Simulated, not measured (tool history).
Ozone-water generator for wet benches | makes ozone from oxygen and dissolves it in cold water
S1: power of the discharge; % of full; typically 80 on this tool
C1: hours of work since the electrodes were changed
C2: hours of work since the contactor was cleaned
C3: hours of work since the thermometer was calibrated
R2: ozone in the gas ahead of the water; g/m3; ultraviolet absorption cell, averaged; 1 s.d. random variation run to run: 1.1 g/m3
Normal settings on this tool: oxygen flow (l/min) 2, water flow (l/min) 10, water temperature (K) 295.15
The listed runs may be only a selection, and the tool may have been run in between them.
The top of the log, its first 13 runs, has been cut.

Run 14, hour 896.8: usual settings but water flow (l/min) 9; C1 1088; C2 4216; C3 891. Result: dissolved ozone (ppm) 20.4, R2 195.6 g/m3.
Run 15, hour 987.6: usual settings but water temperature (K) 292.15; C1 1153; C2 4281; C3 956. Result: dissolved ozone (ppm) 20, R2 195.8 g/m3.
Run 16, hour 1047.9: usual settings but water temperature (K) 292.15; C1 1197; C2 4325; C3 1000. Result: dissolved ozone (ppm) 19.7, R2 196.6 g/m3.
Run 17, hour 1115.5: usual settings but water temperature (K) 299.15; C1 1246; C2 4374; C3 1049. Result: dissolved ozone (ppm) 17.9, R2 200 g/m3.
Run 18, hour 1162.4: usual settings but S1 50 % of full; C1 1280; C2 4408; C3 1083. Result: dissolved ozone (ppm) 13.6, R2 142.5 g/m3.
Run 19, hour 1236.7: usual settings but S1 50 % of full, water flow (l/min) 15, water temperature (K) 293.15; C1 1334; C2 4461; C3 1136. Result: dissolved ozone (ppm) 9.9, R2 140.9 g/m3.
Run 20, hour 1328.3: usual settings but S1 40 % of full; C1 1400; C2 4528; C3 1203. Result: dissolved ozone (ppm) 11.6, R2 120.9 g/m3.
Run 21, hour 1375.2: usual settings but oxygen flow (l/min) 3.19, water flow (l/min) 8; C1 1434; C2 4562; C3 1237. Result: dissolved ozone (ppm) 22.5, R2 157.4 g/m3.
Run 22, hour 1435.4: usual settings but S1 57 % of full, water temperature (K) 288.15; C1 1477; C2 4605; C3 1280. Result: dissolved ozone (ppm) 16.6, R2 156.8 g/m3.
Run 23, hour 1488.1: usual settings but water flow (l/min) 7; C1 1516; C2 4643; C3 1318. Result: dissolved ozone (ppm) 24.7, R2 197.3 g/m3.
Run 24, hour 1531.3: usual settings but oxygen flow (l/min) 2.84, water flow (l/min) 13, water temperature (K) 293.15; C1 1547; C2 4675; C3 1350. Result: dissolved ozone (ppm) 16.2, R2 170.2 g/m3.
Run 25, hour 1574.1: usual settings but oxygen flow (l/min) 2.84, water flow (l/min) 13, water temperature (K) 293.15; C1 1578; C2 4706; C3 1381. Result: dissolved ozone (ppm) 16.1, R2 166.9 g/m3.
Run 26, hour 1663.5: usual settings but S1 90 % of full, oxygen flow (l/min) 3.19; C1 1642; C2 4770; C3 1445. Result: dissolved ozone (ppm) 20.9, R2 172.7 g/m3.
Run 27, hour 1725.8: usual settings but S1 100 % of full, oxygen flow (l/min) 1.96, water flow (l/min) 8, water temperature (K) 296.15; C1 1687; C2 4815; C3 1490. Result: dissolved ozone (ppm) 25.7, R2 233.6 g/m3.
Run 28, hour 1772.5: usual settings but S1 100 % of full, oxygen flow (l/min) 1.96, water flow (l/min) 8, water temperature (K) 296.15; C1 1721; C2 4849; C3 1524. Result: dissolved ozone (ppm) 25.8, R2 231.7 g/m3.
At hour 1804.2: contactor cleaned.
Run 29, hour 1827.8: usual settings but S1 50 % of full, oxygen flow (l/min) 1.07, water flow (l/min) 9, water temperature (K) 296.15; C1 1758; C2 17; C3 1561. Result: dissolved ozone (ppm) 13.4, R2 191.8 g/m3.
Run 30, hour 1895.1: usual settings but S1 53 % of full, oxygen flow (l/min) 1.92, water flow (l/min) 8, water temperature (K) 296.15; C1 1807; C2 66; C3 1610. Result: dissolved ozone (ppm) 16.7, R2 153.3 g/m3.
Run 31, hour 1978.7: usual settings but water temperature (K) 289.15; C1 1868; C2 126; C3 1670. Result: dissolved ozone (ppm) 20.4, R2 198.2 g/m3.
Run 32, hour 2050.6: usual settings but water temperature (K) 289.15; C1 1920; C2 178; C3 1722. Result: dissolved ozone (ppm) 20.6, R2 198.6 g/m3.
Run 33, hour 2115.6: usual settings but water temperature (K) 289.15; C1 1967; C2 225; C3 1769. Result: dissolved ozone (ppm) 20.4, R2 198.8 g/m3.

Below are 3 alternative next runs, each starting from the tool's condition after run 33. Predict each:
Run A, hour 2162.5: usual settings but oxygen flow (l/min) 3.37, water flow (l/min) 9, water temperature (K) 301.15; C1 2000; C2 259; C3 1803. Result: dissolved ozone (ppm) ?, R2 ?.
Run B, hour 2162.5: usual settings but S1 99 % of full, oxygen flow (l/min) 2.43; C1 2000; C2 259; C3 1803. Result: dissolved ozone (ppm) ?, R2 ?.
Run C, hour 2162.5: usual settings but S1 59 % of full, water flow (l/min) 8, water temperature (K) 298.15; C1 2000; C2 259; C3 1803. Result: dissolved ozone (ppm) ?, R2 ?.

run  dissolved ozone (ppm)     R2
  A                   18.3  154.3
  B                   22.2  210.2
  C                   17.4  161.7
Stripped of hidden state, with their random variation kept, the same runs would have yielded:
run  dissolved ozone (ppm)     R2
  A                   18.3  150.8
  B                   22.2  205.5
  C                   17.4    158

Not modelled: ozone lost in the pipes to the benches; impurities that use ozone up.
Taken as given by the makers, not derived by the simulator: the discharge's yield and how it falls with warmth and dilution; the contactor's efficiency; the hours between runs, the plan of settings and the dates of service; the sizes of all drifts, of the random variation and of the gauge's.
